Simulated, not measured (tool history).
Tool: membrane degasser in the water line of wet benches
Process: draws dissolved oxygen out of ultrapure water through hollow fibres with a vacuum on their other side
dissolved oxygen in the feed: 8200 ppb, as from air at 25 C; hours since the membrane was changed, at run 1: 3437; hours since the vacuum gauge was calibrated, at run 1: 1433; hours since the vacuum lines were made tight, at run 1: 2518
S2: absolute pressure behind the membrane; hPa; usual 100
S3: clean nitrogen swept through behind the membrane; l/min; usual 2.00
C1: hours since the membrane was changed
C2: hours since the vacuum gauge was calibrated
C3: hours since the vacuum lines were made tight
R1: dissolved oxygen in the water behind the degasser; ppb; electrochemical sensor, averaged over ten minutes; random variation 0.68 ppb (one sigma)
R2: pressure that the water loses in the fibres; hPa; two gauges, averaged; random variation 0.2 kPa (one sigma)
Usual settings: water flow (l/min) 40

Run 1, hour 0.0: usual settings; C1 3437; C2 1433; C3 2518. Result: R1 310.9 ppb, R2 491.1 hPa.
Run 2, hour 91.9: usual settings but water flow (l/min) 32; C1 3528; C2 1524; C3 2610. Result: R1 249.1 ppb, R2 394.2 hPa.
Run 3, hour 207.7: usual settings but water flow (l/min) 32; C1 3644; C2 1640; C3 2726. Result: R1 250.2 ppb, R2 392.5 hPa.
Run 4, hour 297.0: usual settings but water flow (l/min) 32; C1 3734; C2 1730; C3 2815. Result: R1 248.7 ppb, R2 392.5 hPa.
Run 5, hour 399.0: usual settings but water flow (l/min) 32; C1 3836; C2 1832; C3 2917. Result: R1 249.7 ppb, R2 393.6 hPa.
Run 6, hour 494.7: usual settings but water flow (l/min) 32; C1 3931; C2 1927; C3 3013. Result: R1 249.5 ppb, R2 394.8 hPa.
Run 7, hour 571.1: usual settings but water flow (l/min) 32; C1 4008; C2 2004; C3 3089. Result: R1 250.0 ppb, R2 393.7 hPa.
Run 8, hour 674.6: usual settings but water flow (l/min) 32; C1 4111; C2 2107; C3 3193. Result: R1 250.2 ppb, R2 395.3 hPa.
Run 9, hour 746.9: usual settings but water flow (l/min) 32; C1 4184; C2 2180; C3 3265. Result: R1 249.4 ppb, R2 395.6 hPa.
Run 10, hour 807.1: usual settings; C1 4244; C2 2240; C3 3325. Result: R1 312.9 ppb, R2 489.6 hPa.
Run 11, hour 932.2: usual settings; C1 4369; C2 2365; C3 3451. Result: R1 313.8 ppb, R2 492.2 hPa.
Run 12, hour 1019.7: usual settings; C1 4456; C2 2452; C3 3538. Result: R1 312.6 ppb, R2 490.1 hPa.
Run 13, hour 1132.2: usual settings; C1 4569; C2 2565; C3 3650. Result: R1 312.9 ppb, R2 493.3 hPa.
Run 14, hour 1251.6: usual settings; C1 4688; C2 2684; C3 3770. Result: R1 313.5 ppb, R2 489.3 hPa.
Run 15, hour 1311.8: usual settings but water flow (l/min) 51; C1 4748; C2 2744; C3 3830. Result: R1 410.6 ppb, R2 629.9 hPa.
Run 16, hour 1401.1: usual settings but water flow (l/min) 51; C1 4838; C2 2834; C3 3919. Result: R1 410.7 ppb, R2 627.6 hPa.
Run 17, hour 1524.9: usual settings but water flow (l/min) 45, S3 1.81 l/min; C1 4962; C2 2958; C3 4043. Result: R1 385.0 ppb, R2 556.4 hPa.
Run 18, hour 1583.3: usual settings but water flow (l/min) 51, S2 76 hPa, S3 1.81 l/min; C1 5020; C2 3016; C3 4102. Result: R1 310.4 ppb, R2 625.7 hPa.
At hour 1594.4: vacuum gauge calibrated.
Run 19, hour 1690.1: usual settings but water flow (l/min) 30, S2 146 hPa, S3 4.83 l/min; C1 5126; C2 96; C3 4208. Result: R1 173.8 ppb, R2 373.0 hPa.
Run 20, hour 1790.1: usual settings but S2 63 hPa, S3 2.96 l/min; C1 5226; C2 196; C3 4308. Result: R1 116.8 ppb, R2 495.2 hPa.
Run 21, hour 1923.3: usual settings but S2 63 hPa, S3 2.96 l/min; C1 5359; C2 329; C3 4441. Result: R1 116.6 ppb, R2 494.1 hPa.
Run 22, hour 2012.5: usual settings but S2 118 hPa, S3 2.01 l/min; C1 5449; C2 418; C3 4530. Result: R1 389.3 ppb, R2 494.6 hPa.
Run 23, hour 2069.2: usual settings but water flow (l/min) 24, S2 233 hPa; C1 5505; C2 475; C3 4587. Result: R1 539.3 ppb, R2 296.1 hPa.
At hour 2114.5: vacuum gauge calibrated, once more.
Run 24, hour 2138.7: usual settings but water flow (l/min) 56, S2 67 hPa, S3 2.83 l/min; C1 5574; C2 24; C3 4656. Result: R1 220.1 ppb, R2 693.1 hPa.
Run 25, hour 2262.0: usual settings but water flow (l/min) 26, S2 94 hPa, S3 2.03 l/min; C1 5698; C2 147; C3 4779. Result: R1 183.8 ppb, R2 322.5 hPa.
Run 26, hour 2355.3: usual settings but water flow (l/min) 38, S2 206 hPa, S3 1.87 l/min; C1 5791; C2 241; C3 4873. Result: R1 739.9 ppb, R2 470.0 hPa.
Run 27, hour 2423.7: usual settings but S2 105 hPa, S3 2.48 l/min; C1 5859; C2 309; C3 4941. Result: R1 275.3 ppb, R2 493.6 hPa.
Run 28, hour 2507.7: usual settings but S2 126 hPa; C1 5943; C2 393; C3 5025. Result: R1 417.9 ppb, R2 496.2 hPa.
Run 29, hour 2599.8: usual settings but water flow (l/min) 24, S2 210 hPa, S3 1.16 l/min; C1 6035; C2 485; C3 5117. Result: R1 755.9 ppb, R2 293.7 hPa.
Run 30, hour 2708.6: usual settings but water flow (l/min) 38, S2 163 hPa, S3 1.25 l/min; C1 6144; C2 594; C3 5226. Result: R1 786.2 ppb, R2 467.0 hPa.
Run 31, hour 2828.1: usual settings but water flow (l/min) 50, S2 176 hPa, S3 1.30 l/min; C1 6264; C2 714; C3 5345. Result: R1 1041.7 ppb, R2 617.8 hPa.
Run 32, hour 2937.5: usual settings but water flow (l/min) 50, S2 176 hPa, S3 1.30 l/min; C1 6373; C2 823; C3 5455. Result: R1 1043.8 ppb, R2 618.4 hPa.

How the hidden state differs across the entries between the runs, from the last listed run before each to the first after it:
Between runs 18 and 19: vacuum gauge calibrated (hour 1594.4)
  true pressure behind the membrane over the reading, kPa: 0.17 -> 0.24; air that leaks in behind the membrane, l/min: 0.0063 -> 0.0064
  measured less the result without the state, R1: +13.1 -> +4.4 ppb; R2: +9.9 -> +5.9 hPa
Between runs 23 and 24: vacuum gauge calibrated, once more (hour 2114.5)
  membrane still open, %: 98.3 -> 98.2; true pressure behind the membrane over the reading, kPa: 0.25 -> 0.04
  measured less the result without the state, R1: +8.7 -> +7.5 ppb; R2: +5.1 -> +12.2 hPa
